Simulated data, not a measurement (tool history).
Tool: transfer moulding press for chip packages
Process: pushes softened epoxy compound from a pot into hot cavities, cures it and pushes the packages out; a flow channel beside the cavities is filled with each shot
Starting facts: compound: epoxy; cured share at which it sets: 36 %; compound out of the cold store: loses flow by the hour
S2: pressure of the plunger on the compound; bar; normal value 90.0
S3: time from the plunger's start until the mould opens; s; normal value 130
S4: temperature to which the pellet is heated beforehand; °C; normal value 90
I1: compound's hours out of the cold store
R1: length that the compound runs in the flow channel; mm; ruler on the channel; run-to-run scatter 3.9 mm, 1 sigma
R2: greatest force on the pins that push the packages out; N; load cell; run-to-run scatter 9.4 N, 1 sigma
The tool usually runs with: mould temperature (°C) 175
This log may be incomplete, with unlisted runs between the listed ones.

run 1 day=0.000 | mould_temperature_(°C)=175 S2=90.0 S3=130 S4=90 | I1=26.4 | R1=946 R2=568
run 2 day=0.567 | mould_temperature_(°C)=175 S2=90.0 S3=130 S4=90 | I1=24.8 | R1=958 R2=608
run 3 day=1.021 | mould_temperature_(°C)=175 S2=90.0 S3=130 S4=90 | I1=42.7 | R1=910 R2=611
-- day=1.288 cavities cleaned with cleaning compound and waxed
run 4 day=1.646 | mould_temperature_(°C)=175 S2=90.0 S3=130 S4=97 | I1=35.0 | R1=928 R2=447
run 5 day=1.975 | mould_temperature_(°C)=175 S2=86.6 S3=130 S4=97 | I1=40.8 | R1=892 R2=458
run 6 day=2.242 | mould_temperature_(°C)=175 S2=86.6 S3=130 S4=97 | I1=32.8 | R1=920 R2=485
run 7 day=2.642 | mould_temperature_(°C)=176 S2=90.0 S3=122 S4=90 | I1=31.8 | R1=927 R2=555
run 8 day=3.129 | mould_temperature_(°C)=175 S2=70.5 S3=160 S4=90 | I1=44.5 | R1=802 R2=413
run 9 day=3.504 | mould_temperature_(°C)=182 S2=90.0 S3=159 S4=90 | I1=32.6 | R1=897 R2=403
run 10 day=3.838 | mould_temperature_(°C)=175 S2=68.7 S3=130 S4=84 | I1=32.0 | R1=815 R2=590

Per-run results on a tool with no hidden state, each run keeping its own random variation:
Hidden state present: true mould temperature over the reading, C; pressure that reaches the compound, % of what is set; grip of the stained cavities, % over clean ones'; drift of the gauge itself on flow_mm, %; drift of the gauge itself on push_out_n, %.
run=1 R1=971 R2=428
run=2 R1=985 R2=443
run=3 R1=936 R2=432
run=4 R1=956 R2=415
run=5 R1=919 R2=405
run=6 R1=949 R2=416
run=7 R1=956 R2=454
run=8 R1=828 R2=325
run=9 R1=927 R2=309
run=10 R1=843 R2=439

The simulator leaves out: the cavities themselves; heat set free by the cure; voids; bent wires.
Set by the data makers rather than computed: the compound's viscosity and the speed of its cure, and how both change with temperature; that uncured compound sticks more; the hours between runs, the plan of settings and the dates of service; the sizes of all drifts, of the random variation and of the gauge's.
